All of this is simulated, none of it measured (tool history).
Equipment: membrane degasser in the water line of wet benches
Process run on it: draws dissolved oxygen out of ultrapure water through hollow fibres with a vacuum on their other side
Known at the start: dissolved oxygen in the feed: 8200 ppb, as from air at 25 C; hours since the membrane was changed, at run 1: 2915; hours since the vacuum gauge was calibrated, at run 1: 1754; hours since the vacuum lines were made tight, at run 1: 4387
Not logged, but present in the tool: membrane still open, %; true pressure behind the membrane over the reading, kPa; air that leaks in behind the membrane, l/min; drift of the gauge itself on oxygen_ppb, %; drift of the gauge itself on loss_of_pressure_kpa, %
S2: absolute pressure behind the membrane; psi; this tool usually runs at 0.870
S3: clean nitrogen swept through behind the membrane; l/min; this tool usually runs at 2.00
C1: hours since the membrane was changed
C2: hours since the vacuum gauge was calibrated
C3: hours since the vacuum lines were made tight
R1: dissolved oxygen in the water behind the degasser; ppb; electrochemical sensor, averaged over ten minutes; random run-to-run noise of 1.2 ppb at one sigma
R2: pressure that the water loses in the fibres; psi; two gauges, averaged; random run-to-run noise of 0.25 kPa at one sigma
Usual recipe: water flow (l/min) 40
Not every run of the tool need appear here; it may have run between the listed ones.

{"run": 1, "hour": 0.0, "water flow (l/min)": 40, "S2": 0.87, "S3": 2.0, "C1": 2915, "C2": 1754, "C3": 4387, "R1": 129.5, "R2": 10.047}
{"run": 2, "hour": 81.5, "water flow (l/min)": 40, "S2": 0.87, "S3": 2.0, "C1": 2997, "C2": 1836, "C3": 4469, "R1": 131.1, "R2": 10.016}
{"run": 3, "hour": 133.5, "water flow (l/min)": 29, "S2": 0.87, "S3": 2.0, "C1": 3048, "C2": 1888, "C3": 4521, "R1": 95.5, "R2": 7.33}
{"run": 4, "hour": 210.3, "water flow (l/min)": 29, "S2": 0.87, "S3": 2.0, "C1": 3125, "C2": 1965, "C3": 4597, "R1": 95.6, "R2": 7.388}
{"run": 5, "hour": 265.5, "water flow (l/min)": 29, "S2": 0.654, "S3": 2.0, "C1": 3180, "C2": 2020, "C3": 4653, "R1": 48.3, "R2": 7.342}
{"run": 6, "hour": 314.7, "water flow (l/min)": 29, "S2": 0.654, "S3": 2.0, "C1": 3230, "C2": 2069, "C3": 4702, "R1": 48.8, "R2": 7.333}
{"run": 7, "hour": 386.6, "water flow (l/min)": 29, "S2": 0.654, "S3": 2.0, "C1": 3302, "C2": 2141, "C3": 4774, "R1": 47.4, "R2": 7.352}
{"run": 8, "hour": 459.0, "water flow (l/min)": 29, "S2": 0.654, "S3": 2.0, "C1": 3374, "C2": 2213, "C3": 4846, "R1": 48.2, "R2": 7.339}
{"hour": 499.5, "done": "seals of the vacuum lines changed"}
{"run": 9, "hour": 553.7, "water flow (l/min)": 40, "S2": 0.87, "S3": 2.0, "C1": 3467, "C2": 2306, "C3": 54, "R1": 131.5, "R2": 10.096}
{"run": 10, "hour": 618.6, "water flow (l/min)": 54, "S2": 0.87, "S3": 2.0, "C1": 3532, "C2": 2371, "C3": 119, "R1": 174.9, "R2": 13.683}
{"run": 11, "hour": 714.1, "water flow (l/min)": 54, "S2": 0.87, "S3": 2.0, "C1": 3627, "C2": 2466, "C3": 215, "R1": 175.0, "R2": 13.631}
{"run": 12, "hour": 794.3, "water flow (l/min)": 40, "S2": 0.87, "S3": 2.0, "C1": 3707, "C2": 2547, "C3": 295, "R1": 131.8, "R2": 10.171}
{"run": 13, "hour": 866.2, "water flow (l/min)": 40, "S2": 1.395, "S3": 2.0, "C1": 3779, "C2": 2618, "C3": 367, "R1": 283.3, "R2": 10.182}
{"run": 14, "hour": 932.3, "water flow (l/min)": 40, "S2": 0.87, "S3": 2.0, "C1": 3845, "C2": 2685, "C3": 433, "R1": 131.4, "R2": 10.161}
{"run": 15, "hour": 1023.4, "water flow (l/min)": 40, "S2": 0.87, "S3": 2.0, "C1": 3936, "C2": 2776, "C3": 524, "R1": 130.4, "R2": 10.127}
{"run": 16, "hour": 1089.2, "water flow (l/min)": 40, "S2": 0.87, "S3": 2.0, "C1": 4002, "C2": 2842, "C3": 590, "R1": 132.8, "R2": 10.212}
{"run": 17, "hour": 1198.5, "water flow (l/min)": 30, "S2": 0.87, "S3": 0.92, "C1": 4111, "C2": 2951, "C3": 699, "R1": 194.6, "R2": 7.699}
{"run": 18, "hour": 1273.8, "water flow (l/min)": 57, "S2": 0.998, "S3": 1.81, "C1": 4187, "C2": 3026, "C3": 774, "R1": 256.5, "R2": 14.626}
{"run": 19, "hour": 1323.4, "water flow (l/min)": 57, "S2": 0.998, "S3": 1.81, "C1": 4236, "C2": 3076, "C3": 824, "R1": 256.3, "R2": 14.56}
{"run": 20, "hour": 1387.0, "water flow (l/min)": 57, "S2": 0.998, "S3": 1.81, "C1": 4300, "C2": 3139, "C3": 888, "R1": 256.7, "R2": 14.591}
{"run": 21, "hour": 1468.7, "water flow (l/min)": 45, "S2": 0.87, "S3": 1.53, "C1": 4382, "C2": 3221, "C3": 969, "R1": 185.2, "R2": 11.558}
{"hour": 1476.6, "done": "vacuum gauge calibrated"}
{"run": 22, "hour": 1544.1, "water flow (l/min)": 45, "S2": 0.87, "S3": 1.53, "C1": 4457, "C2": 67, "C3": 1044, "R1": 186.5, "R2": 11.554}
{"run": 23, "hour": 1589.9, "water flow (l/min)": 28, "S2": 0.87, "S3": 1.53, "C1": 4502, "C2": 113, "C3": 1090, "R1": 119.5, "R2": 7.214}
{"run": 24, "hour": 1639.1, "water flow (l/min)": 36, "S2": 0.773, "S3": 1.11, "C1": 4552, "C2": 162, "C3": 1139, "R1": 153.3, "R2": 9.253}
{"run": 25, "hour": 1686.4, "water flow (l/min)": 59, "S2": 0.815, "S3": 1.56, "C1": 4599, "C2": 210, "C3": 1186, "R1": 206.8, "R2": 15.155}
{"hour": 1713.4, "done": "vacuum gauge calibrated, once more"}
{"run": 26, "hour": 1778.6, "water flow (l/min)": 35, "S2": 1.991, "S3": 2.0, "C1": 4691, "C2": 65, "C3": 1278, "R1": 402.9, "R2": 9.013}
{"run": 27, "hour": 1878.1, "water flow (l/min)": 35, "S2": 1.991, "S3": 2.0, "C1": 4790, "C2": 165, "C3": 1378, "R1": 406.3, "R2": 8.966}
{"run": 28, "hour": 1924.0, "water flow (l/min)": 35, "S2": 1.991, "S3": 2.0, "C1": 4836, "C2": 211, "C3": 1424, "R1": 405.2, "R2": 9.063}
{"run": 29, "hour": 2012.0, "water flow (l/min)": 35, "S2": 1.991, "S3": 2.0, "C1": 4924, "C2": 299, "C3": 1512, "R1": 405.4, "R2": 9.058}
{"run": 30, "hour": 2083.5, "water flow (l/min)": 35, "S2": 1.991, "S3": 2.0, "C1": 4995, "C2": 370, "C3": 1583, "R1": 409.3, "R2": 9.037}
{"run": 31, "hour": 2180.3, "water flow (l/min)": 40, "S2": 0.782, "S3": 1.91, "C1": 5092, "C2": 467, "C3": 1680, "R1": 107.7, "R2": 10.34}
{"run": 32, "hour": 2244.3, "water flow (l/min)": 37, "S2": 0.759, "S3": 2.0, "C1": 5156, "C2": 531, "C3": 1744, "R1": 90.1, "R2": 9.561}

Alternative continuations, all from the tool just after run 32; predict every row:
{"run": "A", "hour": 2352.0, "water flow (l/min)": 40, "S2": 0.833, "S3": 3.02, "C1": 5264, "C2": 639, "C3": 1852, "R1": "?", "R2": "?"}
{"run": "B", "hour": 2352.0, "water flow (l/min)": 30, "S2": 1.054, "S3": 0.83, "C1": 5264, "C2": 639, "C3": 1852, "R1": "?", "R2": "?"}
{"run": "C", "hour": 2352.0, "water flow (l/min)": 50, "S2": 0.759, "S3": 2.0, "C1": 5264, "C2": 639, "C3": 1852, "R1": "?", "R2": "?"}
{"run": "D", "hour": 2352.0, "water flow (l/min)": 40, "S2": 1.603, "S3": 2.0, "C1": 5264, "C2": 639, "C3": 1852, "R1": "?", "R2": "?"}

run=A R1=85.5 R2=10.388
run=B R1=292.5 R2=7.838
run=C R1=120.6 R2=12.897
run=D R1=342.0 R2=10.434
Without the tool's hidden state the same runs would have given:
run=A R1=82.7 R2=9.747
run=B R1=291.5 R2=7.358
run=C R1=116.4 R2=12.103
run=D R1=339.1 R2=9.791
